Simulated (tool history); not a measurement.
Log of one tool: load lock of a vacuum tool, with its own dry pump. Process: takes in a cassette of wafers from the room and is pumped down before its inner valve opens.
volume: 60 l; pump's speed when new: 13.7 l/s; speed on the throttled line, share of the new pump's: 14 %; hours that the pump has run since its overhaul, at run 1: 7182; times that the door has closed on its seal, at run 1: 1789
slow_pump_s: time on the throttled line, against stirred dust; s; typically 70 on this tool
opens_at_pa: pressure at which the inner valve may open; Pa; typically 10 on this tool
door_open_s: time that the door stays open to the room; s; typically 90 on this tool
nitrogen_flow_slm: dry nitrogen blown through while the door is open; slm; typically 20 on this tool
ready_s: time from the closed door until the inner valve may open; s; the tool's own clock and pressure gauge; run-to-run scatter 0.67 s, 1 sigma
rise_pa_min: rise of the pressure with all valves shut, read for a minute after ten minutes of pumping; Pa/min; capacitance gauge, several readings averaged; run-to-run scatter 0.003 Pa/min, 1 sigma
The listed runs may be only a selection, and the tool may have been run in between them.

| run | hour | slow_pump_s | opens_at_pa | door_open_s | nitrogen_flow_slm | hours that the pump has run since its overhaul | times that the door has closed on its seal | incoming humidity of the room's air, % | ready_s | rise_pa_min |
|---|---|---|---|---|---|---|---|---|---|---|
| 1 | 0.0 | 70 | 10 | 90 | 20 | 7182 | 1789 | 46.5 | 106.8 | 0.033 |
| 2 | 84.5 | 70 | 10 | 90 | 20 | 7266 | 1889 | 42.7 | 107.1 | 0.039 |
| 3 | 128.2 | 70 | 10 | 90 | 20 | 7310 | 1940 | 43.7 | 108.0 | 0.028 |
| 4 | 208.3 | 70 | 10 | 90 | 20 | 7390 | 2034 | 43.6 | 108.1 | 0.031 |
| 5 | 253.5 | 70 | 10 | 54 | 20 | 7435 | 2087 | 49.1 | 106.4 | 0.027 |
| 6 | 335.1 | 70 | 10 | 90 | 12 | 7517 | 2182 | 42.6 | 108.4 | 0.033 |
| 7 | 414.0 | 138 | 10 | 90 | 12 | 7596 | 2275 | 47.8 | 161.8 | 0.039 |
| 8 | 456.6 | 138 | 10 | 90 | 12 | 7638 | 2325 | 43.4 | 162.0 | 0.033 |
| 9 | 546.7 | 70 | 14 | 90 | 20 | 7728 | 2431 | 41.1 | 105.0 | 0.030 |
| 10 | 635.9 | 70 | 10 | 90 | 20 | 7818 | 2535 | 45.4 | 108.6 | 0.034 |
| 11 | 690.2 | 70 | 10 | 90 | 31 | 7872 | 2599 | 44.5 | 108.1 | 0.024 |
| 12 | 789.4 | 70 | 10 | 68 | 20 | 7971 | 2715 | 46.8 | 108.4 | 0.033 |
| 13 | 870.8 | 70 | 10 | 68 | 20 | 8053 | 2811 | 43.2 | 108.1 | 0.034 |
| 14 | 937.6 | 70 | 10 | 68 | 4 | 8119 | 2889 | 46.2 | 108.2 | 0.038 |
| 15 | 1023.9 | 70 | 10 | 201 | 4 | 8206 | 2990 | 39.5 | 107.4 | 0.052 |
| 16 | 1101.2 | 70 | 11 | 90 | 20 | 8283 | 3081 | 46.1 | 108.6 | 0.038 |
| 17 | 1198.9 | 70 | 11 | 90 | 20 | 8381 | 3196 | 45.0 | 107.9 | 0.035 |
| 18 | 1259.9 | 70 | 11 | 90 | 20 | 8442 | 3267 | 45.0 | 108.7 | 0.031 |
| 19 | 1348.0 | 70 | 15 | 90 | 20 | 8530 | 3371 | 43.8 | 107.8 | 0.029 |
| 20 | 1406.5 | 70 | 15 | 90 | 20 | 8588 | 3439 | 47.6 | 108.0 | 0.037 |
| 21 | 1455.2 | 129 | 9 | 43 | 15 | 8637 | 3496 | 47.0 | 159.1 | 0.032 |
| 22 | 1534.7 | 72 | 16 | 125 | 5 | 8716 | 3589 | 45.6 | 107.6 | 0.048 |
| 23 | 1587.9 | 84 | 16 | 125 | 18 | 8770 | 3652 | 43.6 | 117.5 | 0.037 |
| 24 | 1682.2 | 39 | 9 | 117 | 19 | 8864 | 3763 | 43.4 | 84.4 | 0.038 |
| 25 | 1728.4 | 95 | 10 | 56 | 20 | 8910 | 3817 | 44.1 | 129.3 | 0.024 |
| 26 | 1778.2 | 70 | 9 | 90 | 37 | 8960 | 3875 | 46.0 | 110.6 | 0.029 |
| 27 | 1872.1 | 70 | 9 | 90 | 37 | 9054 | 3985 | 45.1 | 110.8 | 0.022 |
| 28 | 1964.3 | 70 | 9 | 90 | 37 | 9146 | 4093 | 46.3 | 110.1 | 0.030 |
| 29 | 2065.9 | 70 | 19 | 90 | 20 | 9248 | 4213 | 45.3 | 104.4 | 0.039 |
| 30 | 2134.4 | 70 | 10 | 90 | 6 | 9316 | 4293 | 44.5 | 111.6 | 0.047 |
| 31 | 2219.7 | 70 | 10 | 90 | 6 | 9401 | 4393 | 45.2 | 109.5 | 0.043 |
| 32 | 2276.8 | 65 | 8 | 90 | 20 | 9459 | 4460 | 46.3 | 106.0 | 0.039 |
| 33 | 2318.3 | 70 | 10 | 90 | 12 | 9500 | 4509 | 43.7 | 110.2 | 0.037 |
| 34 | 2377.9 | 70 | 13 | 90 | 12 | 9560 | 4579 | 47.8 | 108.6 | 0.043 |
| 35 | 2431.0 | 47 | 10 | 42 | 20 | 9613 | 4641 | 48.6 | 91.2 | 0.026 |
| 36 | 2491.8 | 83 | 10 | 90 | 20 | 9674 | 4712 | 47.8 | 120.9 | 0.033 |
| 37 | 2542.9 | 70 | 7 | 65 | 20 | 9725 | 4772 | 43.6 | 112.8 | 0.033 |
| 38 | 2640.2 | 70 | 7 | 65 | 20 | 9822 | 4886 | 45.8 | 112.5 | 0.037 |

Below are 3 alternative next runs, each starting from the tool's condition after run 38. Predict each:
| A | 2714.4 | 70 | 7 | 204 | 26 | 9896 | 4973 | 43.3 | ? | ? |
| B | 2714.4 | 41 | 10 | 61 | 20 | 9896 | 4973 | 47.4 | ? | ? |
| C | 2714.4 | 43 | 19 | 62 | 20 | 9896 | 4973 | 47.4 | ? | ? |

| run | ready_s | rise_pa_min |
|---|---|---|
| A | 112.0 | 0.043 |
| B | 87.4 | 0.032 |
| C | 85.1 | 0.037 |
Stripped of hidden state, with their random variation kept, the same runs would have yielded:
| run | ready_s | rise_pa_min |
|---|---|---|
| A | 101.6 | 0.039 |
| B | 76.1 | 0.028 |
| C | 75.0 | 0.033 |

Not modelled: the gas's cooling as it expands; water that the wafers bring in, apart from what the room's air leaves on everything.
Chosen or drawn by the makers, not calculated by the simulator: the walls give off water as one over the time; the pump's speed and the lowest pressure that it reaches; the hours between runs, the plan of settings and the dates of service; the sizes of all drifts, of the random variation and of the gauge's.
